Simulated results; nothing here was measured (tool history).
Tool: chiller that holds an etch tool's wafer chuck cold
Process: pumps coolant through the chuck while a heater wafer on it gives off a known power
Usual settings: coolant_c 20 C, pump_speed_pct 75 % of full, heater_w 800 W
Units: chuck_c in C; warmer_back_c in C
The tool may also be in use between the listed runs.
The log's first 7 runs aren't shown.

run    hour  coolant_c  pump_speed_pct  heater_w  hours since the coolant was changed and the channels were flushed  hours since the pump was overhauled  hours since the chiller's thermometer was calibrated  chuck_c  warmer_back_c
  8   275.1         20              85       465                                                               2034                                 1952                                                  1712     24.8           1.98
  9   309.1         20              85       465                                                               2068                                 1986                                                  1746     24.8           1.97
 10   352.8         15              75       800                                                               2112                                 2030                                                  1790     24.1           3.85
 11   382.9         15              75       800                                                               2142                                 2060                                                  1820     24.1           3.84
 12   422.5         12              75       800                                                               2182                                 2100                                                  1860       21           3.86
 13   450.8         12              75       800                                                               2210                                 2128                                                  1888     21.1           3.85
 14   482.8         12              75       800                                                               2242                                 2160                                                  1920       21           3.86
 15   531.7         12              75       800                                                               2291                                 2209                                                  1969     20.9           3.84
 16   568.6         23              63       800                                                               2328                                 2246                                                  2006     33.2           4.65
 17   593.8         23              81       608                                                               2353                                 2271                                                  2031     29.6            2.7
 18   632.5         12              68       952                                                               2392                                 2310                                                  2070     23.4           5.09
 19   675.6         12              68       952                                                               2435                                 2353                                                  2113     23.5           5.09
 20   696.9         12              68       952                                                               2456                                 2374                                                  2134     23.4           5.09
 21   741.5         20              69      1193                                                               2501                                 2419                                                  2179     34.4           6.32
 22   762.7         23              71       602                                                               2522                                 2440                                                  2200       30           3.07
 23   785.4         28              69       602                                                               2545                                 2463                                                  2223     35.3           3.17
 24   836.1         20              81       593                                                               2595                                 2513                                                  2273     26.4           2.61
 25   860.7         20              81       593                                                               2620                                 2538                                                  2298     26.1           2.63
 26   889.3         16              75       528                                                               2649                                 2567                                                  2327     22.1           2.54
 27   940.6         10              65       587                                                               2700                                 2618                                                  2378     17.4           3.31
 28     985         16              63       641                                                               2744                                 2662                                                  2422     24.3           3.67
 29    1034         23              63       506                                                               2793                                 2711                                                  2471     29.3           2.98
 30  1059.9         23              63       506                                                               2819                                 2737                                                  2497     29.4           2.95

Forecast each of these 3 alternatives for the next run:
  A  1110         23              65       506                                                               2869                                 2787                                                  2547        ?              ?
  B  1110         12              77       800                                                               2869                                 2787                                                  2547        ?              ?
  C  1110         26              72      1047                                                               2869                                 2787                                                  2547        ?              ?

run  chuck_c  warmer_back_c
  A     29.2           2.84
  B     20.9           3.74
  C     38.2           5.29
Without the tool's hidden state the same runs would have given:
run  chuck_c  warmer_back_c
  A     29.2           2.84
  B     20.9           3.74
  C     38.2           5.28

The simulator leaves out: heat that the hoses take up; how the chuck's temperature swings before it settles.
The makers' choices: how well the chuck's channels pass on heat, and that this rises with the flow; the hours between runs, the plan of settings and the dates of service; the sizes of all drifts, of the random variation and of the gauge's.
